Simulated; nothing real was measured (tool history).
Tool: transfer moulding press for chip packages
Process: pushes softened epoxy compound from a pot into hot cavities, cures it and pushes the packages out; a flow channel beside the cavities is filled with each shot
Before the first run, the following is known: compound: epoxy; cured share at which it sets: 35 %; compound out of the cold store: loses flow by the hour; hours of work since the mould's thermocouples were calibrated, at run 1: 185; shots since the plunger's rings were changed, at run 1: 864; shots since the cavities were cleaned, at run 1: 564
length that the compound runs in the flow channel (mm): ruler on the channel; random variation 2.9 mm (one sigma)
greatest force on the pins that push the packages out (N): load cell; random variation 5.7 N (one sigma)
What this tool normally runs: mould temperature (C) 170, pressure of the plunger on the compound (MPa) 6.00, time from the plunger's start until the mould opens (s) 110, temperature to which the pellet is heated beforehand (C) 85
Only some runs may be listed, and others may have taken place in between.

run,hour,mould temperature (C),pressure of the plunger on the compound (MPa),time from the plunger's start until the mould opens (s),temperature to which the pellet is heated beforehand (C),hours of work since the mould's thermocouples were calibrated,shots since the plunger's rings were changed,shots since the cavities were cleaned,incoming compound's hours out of the cold store,length that the compound runs in the flow channel (mm),greatest force on the pins that push the packages out (N)
1,0.0,170,6.00,110,85,185,864,564,19.9,612,354
# hour 5.4: cavities cleaned with cleaning compound and waxed
2,42.9,170,6.00,110,85,211,1291,387,31.5,590,467
# hour 68.0: cavities cleaned with cleaning compound and waxed
3,91.2,170,5.45,110,85,241,1772,238,34.4,558,279
# hour 101.4: cavities cleaned with cleaning compound and waxed, once more
4,120.1,170,6.00,110,85,258,2055,193,21.1,609,270
5,158.8,170,6.00,110,91,283,2453,591,12.5,611,361
# hour 164.2: cavities cleaned with cleaning compound and waxed
6,203.1,170,6.00,110,91,310,2893,400,18.9,601,332
# hour 227.0: cavities cleaned with cleaning compound and waxed
7,245.2,170,6.00,110,91,335,3311,187,22.0,598,266
# hour 287.5: cavities cleaned with cleaning compound and waxed
8,293.3,170,6.00,110,91,365,3791,60,25.9,588,220
9,312.7,170,6.00,110,91,377,3991,260,36.2,575,275
# hour 342.7: plunger's sealing rings changed
10,342.7,175,7.41,90,78,394,0,543,33.5,653,378
# hour 351.4: cavities cleaned with cleaning compound and waxed
11,375.4,175,7.41,90,78,414,320,246,36.1,642,309
12,402.1,175,6.66,93,78,430,595,521,47.1,596,350
# hour 412.2: cavities cleaned with cleaning compound and waxed
13,428.2,168,6.66,135,84,446,849,165,37.9,625,219
14,450.8,168,6.66,113,95,460,1081,397,32.2,627,332
# hour 473.1: cavities cleaned with cleaning compound and waxed
15,496.9,168,6.00,147,85,488,1540,245,15.6,620,222
16,521.6,177,4.84,141,77,504,1794,499,39.4,507,240
# hour 534.0: cavities cleaned with cleaning compound and waxed
17,559.7,177,4.66,141,77,527,2171,264,32.0,504,208
18,581.6,170,5.00,122,87,541,2397,490,23.5,547,275

Consider 4 possible next runs. They are alternatives, not a sequence: every one starts from the tool as it was left by run 18. What does each give?
# hour 596.4: cavities cleaned with cleaning compound and waxed
A,613.2,170,7.43,110,85,560,2707,174,8.1,?,?
# hour 596.4: cavities cleaned with cleaning compound and waxed
B,613.2,170,5.00,122,77,560,2707,174,42.2,?,?
# hour 596.4: cavities cleaned with cleaning compound and waxed
C,613.2,170,5.00,122,90,560,2707,174,34.0,?,?
# hour 596.4: cavities cleaned with cleaning compound and waxed
D,613.2,177,7.39,110,86,560,2707,174,33.7,?,?

run,length that the compound runs in the flow channel (mm),greatest force on the pins that push the packages out (N)
A,688,256
B,526,234
C,530,241
D,634,215
What these runs would have given with no unlogged condition in the tool:
run,length that the compound runs in the flow channel (mm),greatest force on the pins that push the packages out (N)
A,705,202
B,538,184
C,543,190
D,649,166
